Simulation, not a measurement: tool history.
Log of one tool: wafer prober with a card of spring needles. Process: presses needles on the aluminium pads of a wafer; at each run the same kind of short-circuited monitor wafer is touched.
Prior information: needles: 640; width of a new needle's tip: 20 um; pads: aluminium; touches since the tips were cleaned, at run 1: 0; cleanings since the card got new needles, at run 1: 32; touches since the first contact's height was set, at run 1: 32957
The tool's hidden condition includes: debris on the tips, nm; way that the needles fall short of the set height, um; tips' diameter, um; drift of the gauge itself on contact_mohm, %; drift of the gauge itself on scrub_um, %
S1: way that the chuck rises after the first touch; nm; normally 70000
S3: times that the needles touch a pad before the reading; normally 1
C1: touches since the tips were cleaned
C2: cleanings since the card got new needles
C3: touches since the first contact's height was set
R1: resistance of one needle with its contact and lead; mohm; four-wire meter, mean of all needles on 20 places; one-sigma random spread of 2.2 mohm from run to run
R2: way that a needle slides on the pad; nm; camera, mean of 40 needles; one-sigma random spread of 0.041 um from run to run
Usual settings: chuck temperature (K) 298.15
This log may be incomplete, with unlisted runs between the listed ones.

{"run": 1, "hour": 0.0, "S1": 70000, "chuck temperature (K)": 298.15, "S3": 1, "C1": 0, "C2": 32, "C3": 32957, "R1": 255, "R2": 14900}
{"hour": 13.6, "done": "tips cleaned on abrasive film"}
{"run": 2, "hour": 23.2, "S1": 70000, "chuck temperature (K)": 298.15, "S3": 1, "C1": 4713, "C2": 33, "C3": 44233, "R1": 312, "R2": 14830}
{"hour": 25.8, "done": "tips cleaned on abrasive film"}
{"run": 3, "hour": 35.5, "S1": 70000, "chuck temperature (K)": 298.15, "S3": 1, "C1": 4729, "C2": 34, "C3": 50185, "R1": 289, "R2": 14820}
{"hour": 39.3, "done": "tips cleaned on abrasive film"}
{"hour": 52.5, "done": "tips cleaned on abrasive film"}
{"hour": 57.2, "done": "tips cleaned on abrasive film, once more"}
{"run": 4, "hour": 58.1, "S1": 70000, "chuck temperature (K)": 298.15, "S3": 1, "C1": 432, "C2": 37, "C3": 61022, "R1": 263, "R2": 14720}
{"hour": 70.8, "done": "tips cleaned on abrasive film"}
{"hour": 83.3, "done": "tips cleaned on abrasive film"}
{"run": 5, "hour": 83.3, "S1": 70000, "chuck temperature (K)": 373.15, "S3": 1, "C1": 0, "C2": 39, "C3": 73233, "R1": 277, "R2": 14650}
{"hour": 96.4, "done": "tips cleaned on abrasive film"}
{"run": 6, "hour": 103.9, "S1": 70000, "chuck temperature (K)": 373.15, "S3": 1, "C1": 3650, "C2": 40, "C3": 83228, "R1": 306, "R2": 14710}
{"hour": 110.1, "done": "tips cleaned on abrasive film"}
{"hour": 123.5, "done": "tips cleaned on abrasive film"}
{"run": 7, "hour": 124.2, "S1": 70000, "chuck temperature (K)": 298.15, "S3": 1, "C1": 317, "C2": 42, "C3": 92988, "R1": 261, "R2": 14550}
{"hour": 137.5, "done": "tips cleaned on abrasive film"}
{"hour": 137.8, "done": "height of the first contact set anew"}
{"run": 8, "hour": 146.6, "S1": 70000, "chuck temperature (K)": 319.15, "S3": 1, "C1": 4265, "C2": 43, "C3": 4265, "R1": 289, "R2": 15050}
{"hour": 150.9, "done": "tips cleaned on abrasive film"}
{"hour": 164.2, "done": "tips cleaned on abrasive film"}
{"run": 9, "hour": 175.7, "S1": 70000, "chuck temperature (K)": 319.15, "S3": 1, "C1": 5630, "C2": 45, "C3": 18371, "R1": 293, "R2": 14980}
{"hour": 177.6, "done": "tips cleaned on abrasive film"}
{"hour": 191.4, "done": "tips cleaned on abrasive film"}
{"hour": 204.9, "done": "tips cleaned on abrasive film"}
{"run": 10, "hour": 204.9, "S1": 76000, "chuck temperature (K)": 319.15, "S3": 1, "C1": 0, "C2": 48, "C3": 32433, "R1": 258, "R2": 16190}
{"hour": 217.3, "done": "tips cleaned on abrasive film"}
{"run": 11, "hour": 225.3, "S1": 76000, "chuck temperature (K)": 307.15, "S3": 1, "C1": 3902, "C2": 49, "C3": 42375, "R1": 285, "R2": 16160}
{"hour": 231.7, "done": "tips cleaned on abrasive film"}
{"run": 12, "hour": 241.9, "S1": 76000, "chuck temperature (K)": 307.15, "S3": 1, "C1": 4993, "C2": 50, "C3": 50399, "R1": 290, "R2": 16070}
{"hour": 245.0, "done": "tips cleaned on abrasive film"}
{"hour": 257.7, "done": "tips cleaned on abrasive film"}
{"run": 13, "hour": 257.7, "S1": 61000, "chuck temperature (K)": 298.15, "S3": 1, "C1": 0, "C2": 52, "C3": 58003, "R1": 262, "R2": 12860}
{"hour": 271.1, "done": "tips cleaned on abrasive film"}
{"run": 14, "hour": 271.1, "S1": 61000, "chuck temperature (K)": 298.15, "S3": 1, "C1": 0, "C2": 53, "C3": 64458, "R1": 262, "R2": 12810}
{"hour": 284.7, "done": "tips cleaned on abrasive film"}
{"run": 15, "hour": 291.4, "S1": 61000, "chuck temperature (K)": 298.15, "S3": 1, "C1": 3267, "C2": 54, "C3": 74348, "R1": 304, "R2": 12720}
{"hour": 297.3, "done": "tips cleaned on abrasive film"}
{"run": 16, "hour": 306.6, "S1": 61000, "chuck temperature (K)": 298.15, "S3": 1, "C1": 4526, "C2": 55, "C3": 81698, "R1": 312, "R2": 12740}
{"hour": 310.5, "done": "tips cleaned on abrasive film"}
{"run": 17, "hour": 321.1, "S1": 50000, "chuck temperature (K)": 324.15, "S3": 2, "C1": 5172, "C2": 56, "C3": 88694, "R1": 317, "R2": 10360}
{"hour": 323.0, "done": "tips cleaned on abrasive film"}
{"hour": 336.8, "done": "tips cleaned on abrasive film"}
{"run": 18, "hour": 340.6, "S1": 90000, "chuck temperature (K)": 310.15, "S3": 1, "C1": 1837, "C2": 58, "C3": 98103, "R1": 265, "R2": 18860}
{"hour": 343.0, "done": "height of the first contact set anew"}
{"hour": 350.0, "done": "tips cleaned on abrasive film"}
{"run": 19, "hour": 360.5, "S1": 58000, "chuck temperature (K)": 310.15, "S3": 1, "C1": 5133, "C2": 59, "C3": 8497, "R1": 321, "R2": 12430}
{"hour": 362.4, "done": "tips cleaned on abrasive film"}
{"hour": 376.4, "done": "tips cleaned on abrasive film"}
{"run": 20, "hour": 379.0, "S1": 58000, "chuck temperature (K)": 310.15, "S3": 1, "C1": 1268, "C2": 61, "C3": 17408, "R1": 285, "R2": 12300}
{"hour": 390.9, "done": "tips cleaned on abrasive film"}
{"run": 21, "hour": 402.3, "S1": 58000, "chuck temperature (K)": 310.15, "S3": 1, "C1": 5571, "C2": 62, "C3": 28746, "R1": 323, "R2": 12350}
{"hour": 404.4, "done": "tips cleaned on abrasive film"}
{"hour": 417.8, "done": "tips cleaned on abrasive film"}
{"run": 22, "hour": 420.1, "S1": 58000, "chuck temperature (K)": 310.15, "S3": 1, "C1": 1108, "C2": 64, "C3": 37312, "R1": 280, "R2": 12310}
{"hour": 431.0, "done": "tips cleaned on abrasive film"}
{"run": 23, "hour": 432.6, "S1": 58000, "chuck temperature (K)": 310.15, "S3": 1, "C1": 785, "C2": 65, "C3": 43366, "R1": 276, "R2": 12260}
{"hour": 444.0, "done": "tips cleaned on abrasive film"}
{"run": 24, "hour": 453.4, "S1": 57000, "chuck temperature (K)": 298.15, "S3": 2, "C1": 4576, "C2": 66, "C3": 53424, "R1": 289, "R2": 12100}
{"hour": 457.4, "done": "tips cleaned on abrasive film"}
{"hour": 471.1, "done": "tips cleaned on abrasive film"}
{"run": 25, "hour": 473.3, "S1": 64000, "chuck temperature (K)": 340.15, "S3": 2, "C1": 1100, "C2": 68, "C3": 63053, "R1": 279, "R2": 13480}
{"hour": 483.7, "done": "tips cleaned on abrasive film"}
{"run": 26, "hour": 492.5, "S1": 64000, "chuck temperature (K)": 340.15, "S3": 2, "C1": 4307, "C2": 69, "C3": 72361, "R1": 296, "R2": 13390}
{"hour": 497.0, "done": "tips cleaned on abrasive film"}
{"hour": 509.4, "done": "tips cleaned on abrasive film"}
{"run": 27, "hour": 518.8, "S1": 87000, "chuck temperature (K)": 319.15, "S3": 2, "C1": 4588, "C2": 71, "C3": 85075, "R1": 273, "R2": 18370}
{"hour": 523.6, "done": "tips cleaned on abrasive film"}
{"hour": 535.9, "done": "tips cleaned on abrasive film"}
{"run": 28, "hour": 539.0, "S1": 87000, "chuck temperature (K)": 319.15, "S3": 2, "C1": 1501, "C2": 73, "C3": 94805, "R1": 269, "R2": 18290}
{"hour": 547.7, "done": "height of the first contact set anew"}
{"hour": 550.5, "done": "tips cleaned on abrasive film"}
{"run": 29, "hour": 554.5, "S1": 87000, "chuck temperature (K)": 319.15, "S3": 2, "C1": 1983, "C2": 74, "C3": 3280, "R1": 264, "R2": 18610}
{"hour": 563.5, "done": "tips cleaned on abrasive film"}
{"run": 30, "hour": 574.0, "S1": 52000, "chuck temperature (K)": 358.15, "S3": 1, "C1": 5129, "C2": 75, "C3": 12722, "R1": 344, "R2": 11130}
{"hour": 576.4, "done": "tips cleaned on abrasive film"}
{"hour": 589.4, "done": "tips cleaned on abrasive film"}
{"hour": 602.1, "done": "tips cleaned on abrasive film"}
{"run": 31, "hour": 602.1, "S1": 52000, "chuck temperature (K)": 358.15, "S3": 1, "C1": 0, "C2": 78, "C3": 26277, "R1": 287, "R2": 10970}

Consider 3 possible next runs. They are alternatives, not a sequence: every one starts from the tool as it was left by run 31. What does each give?
{"hour": 616.1, "done": "tips cleaned on abrasive film"}
{"run": "A", "hour": 618.0, "S1": 70000, "chuck temperature (K)": 298.15, "S3": 1, "C1": 902, "C2": 79, "C3": 33959, "R1": "?", "R2": "?"}
{"hour": 616.1, "done": "tips cleaned on abrasive film"}
{"run": "B", "hour": 618.0, "S1": 70000, "chuck temperature (K)": 298.15, "S3": 2, "C1": 902, "C2": 79, "C3": 33959, "R1": "?", "R2": "?"}
{"hour": 616.1, "done": "tips cleaned on abrasive film"}
{"run": "C", "hour": 618.0, "S1": 59000, "chuck temperature (K)": 367.15, "S3": 1, "C1": 902, "C2": 79, "C3": 33959, "R1": "?", "R2": "?"}

run=A R1=269 R2=14870
run=B R1=268 R2=14800
run=C R1=296 R2=12490
With the hidden condition removed and each run's random variation left untouched, the same runs would have given:
run=A R1=249 R2=15020
run=B R1=255 R2=14950
run=C R1=271 R2=12640

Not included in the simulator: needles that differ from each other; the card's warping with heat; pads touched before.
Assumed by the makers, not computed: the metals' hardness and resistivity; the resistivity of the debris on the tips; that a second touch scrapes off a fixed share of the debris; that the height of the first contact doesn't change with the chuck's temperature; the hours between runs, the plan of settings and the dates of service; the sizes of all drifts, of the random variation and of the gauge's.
